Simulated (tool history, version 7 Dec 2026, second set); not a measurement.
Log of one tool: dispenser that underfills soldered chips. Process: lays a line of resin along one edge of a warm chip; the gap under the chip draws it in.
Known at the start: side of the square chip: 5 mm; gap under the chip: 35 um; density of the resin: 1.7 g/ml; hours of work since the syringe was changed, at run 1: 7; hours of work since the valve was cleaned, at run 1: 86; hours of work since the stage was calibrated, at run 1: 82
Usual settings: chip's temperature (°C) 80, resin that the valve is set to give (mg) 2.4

run  hour  chip's temperature (°C)  resin that the valve is set to give (mg)  hours of work since the syringe was changed  hours of work since the valve was cleaned  hours of work since the stage was calibrated  time until the resin shows at the far edge (s)  resin that the valve gave (mg)
  1     0                       80                                       2.4                                            7                                         86                                            82                                            29.7                            2.25
      0.7  -- new syringe of resin
  2     3                       80                                       2.4                                            2                                         88                                            85                                            22.3                            2.22
  3   5.6                       80                                       2.4                                            4                                         90                                            86                                            25.2                            2.25
  4   8.1                       80                                       2.4                                            6                                         92                                            88                                            28.1                            2.25
     10.2  -- new syringe of resin
  5  12.1                       80                                      2.74                                            2                                         95                                            91                                            21.4                            2.54
  6  14.6                       80                                      2.74                                            3                                         97                                            93                                            24.5                            2.55
     19.6  -- new syringe of resin
  7  19.6                       91                                      2.15                                            0                                        100                                            97                                            13.2                            1.98
  8  23.6                       91                                      2.15                                            3                                        103                                           100                                            15.9                               2
     27.8  -- dispensing valve cleaned and set on the balance
  9  29.1                       91                                      2.15                                            6                                          1                                           103                                            18.2                            2.15
     30.5  -- new syringe of resin
 10  32.1                       68                                      2.24                                            1                                          3                                           105                                            38.8                            2.25
 11  36.7                       95                                      2.35                                            5                                          7                                           109                                            14.8                            2.35

How the hidden state differs across the entries between the runs, from the last listed run before each to the first after it:
Between runs 1 and 2: new syringe of resin (hour 0.7)
  resin's viscosity, % of fresh resin's: 145.2 -> 109.5; dose that the valve gives, % of what is set: 93.77 -> 93.62; true chip temperature over the reading, C: -0.34 -> -0.35
  measured less the result without the state, time until the resin shows at the far edge (s): +9.8 -> +2.4; resin that the valve gave (mg): -0.14 -> -0.15
Between runs 4 and 5: new syringe of resin (hour 10.2)
  resin's viscosity, % of fresh resin's: 136.7 -> 107.7; dose that the valve gives, % of what is set: 93.34 -> 93.14; true chip temperature over the reading, C: -0.36 -> -0.38
  measured less the result without the state, time until the resin shows at the far edge (s): +8 -> +1.9; resin that the valve gave (mg): -0.16 -> -0.19
Between runs 6 and 7: new syringe of resin (hour 19.6)
  resin's viscosity, % of fresh resin's: 119.8 -> 99.6; dose that the valve gives, % of what is set: 93 -> 92.73; true chip temperature over the reading, C: -0.39 -> -0.4
  measured less the result without the state, time until the resin shows at the far edge (s): +4.5 -> +0.4; resin that the valve gave (mg): -0.19 -> -0.15
Between runs 8 and 9: dispensing valve cleaned and set on the balance (hour 27.8)
  resin's viscosity, % of fresh resin's: 118.1 -> 144.1; dose that the valve gives, % of what is set: 92.52 -> 100.04; true chip temperature over the reading, C: -0.42 -> -0.43
  measured less the result without the state, time until the resin shows at the far edge (s): +2.8 -> +5.9; resin that the valve gave (mg): -0.17 -> +0
Between runs 9 and 10: new syringe of resin (hour 30.5)
  resin's viscosity, % of fresh resin's: 144.1 -> 108; dose that the valve gives, % of what is set: 100.04 -> 99.9; true chip temperature over the reading, C: -0.43 -> -0.44
  measured less the result without the state, time until the resin shows at the far edge (s): +5.9 -> +3.6; resin that the valve gave (mg): +0 -> +0
